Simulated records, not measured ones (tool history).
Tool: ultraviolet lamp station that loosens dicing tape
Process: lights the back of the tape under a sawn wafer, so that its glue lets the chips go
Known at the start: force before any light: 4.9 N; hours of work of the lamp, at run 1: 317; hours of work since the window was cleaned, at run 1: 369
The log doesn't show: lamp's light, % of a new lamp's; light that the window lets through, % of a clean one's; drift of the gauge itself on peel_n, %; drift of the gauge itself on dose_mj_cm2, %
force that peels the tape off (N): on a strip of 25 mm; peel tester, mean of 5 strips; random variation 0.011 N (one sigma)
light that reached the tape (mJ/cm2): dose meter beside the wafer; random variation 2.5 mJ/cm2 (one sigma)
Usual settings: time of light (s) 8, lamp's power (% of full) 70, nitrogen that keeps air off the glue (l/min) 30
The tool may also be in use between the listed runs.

run	day	time of light (s)	lamp's power (% of full)	nitrogen that keeps air off the glue (l/min)	hours of work of the lamp	hours of work since the window was cleaned	force that peels the tape off (N)	light that reached the tape (mJ/cm2)
1	0	8	70	30	317	369	0.711	233
2	1.675	8	70	30	347	398	0.721	224
3	3.858	8	70	30	385	436	0.744	216
4	5.054	8	70	30	406	457	0.782	220
5	6.525	8	70	30	432	483	0.839	211
6	8.375	8	70	30	464	516	0.85	206
7	9.333	8	70	30	481	533	0.876	205
8	10.475	8	70	30	501	553	0.93	200
9	12.512	15	70	30	537	589	0.328	362
10	13.571	15	70	30	556	607	0.322	359
11	14.55	8	97	30	573	624	0.6	262
# day 14.746: window cleaned of glue's vapour
12	16.579	8	97	30	608	32	0.73	229
13	18.462	5	70	30	641	65	2.024	98
14	19.517	8	83	30	660	84	0.999	181
15	20.925	8	83	30	684	109	1.029	182
# day 22.417: window cleaned of glue's vapour, once more
16	23.171	6	70	22	724	13	1.412	149
# day 23.517: lamp changed
17	25.146	9	70	30	29	47	0.431	315
18	27.108	6	92	29	63	82	0.553	270
19	28.4	6	92	29	86	104	0.581	266
20	29.454	4	76	34	104	123	1.311	140
21	31.292	5	76	34	137	155	1.038	177
22	33.196	14	70	11	170	189	0.346	441
23	34.583	16	70	30	194	213	0.218	496
24	35.658	5	70	28	213	232	1.298	153
25	36.812	5	62	28	234	252	1.489	134
26	38.042	5	62	28	255	274	1.535	129
27	39.683	5	62	28	284	303	1.566	128

Forecast each of these 5 alternatives for the next run:
A	41.454	8	72	30	315	334	?	?
B	41.454	8	70	14	315	334	?	?
C	41.454	5	70	30	315	334	?	?
D	41.454	5	62	51	315	334	?	?
E	41.454	5	75	28	315	334	?	?

run	force that peels the tape off (N)	light that reached the tape (mJ/cm2)
A	0.713	228
B	0.961	222
C	1.367	140
D	1.404	124
E	1.294	149
Without the tool's hidden state the same runs would have given:
run	force that peels the tape off (N)	light that reached the tape (mJ/cm2)
A	0.458	296
B	0.642	289
C	0.98	182
D	1.011	161
E	0.913	194

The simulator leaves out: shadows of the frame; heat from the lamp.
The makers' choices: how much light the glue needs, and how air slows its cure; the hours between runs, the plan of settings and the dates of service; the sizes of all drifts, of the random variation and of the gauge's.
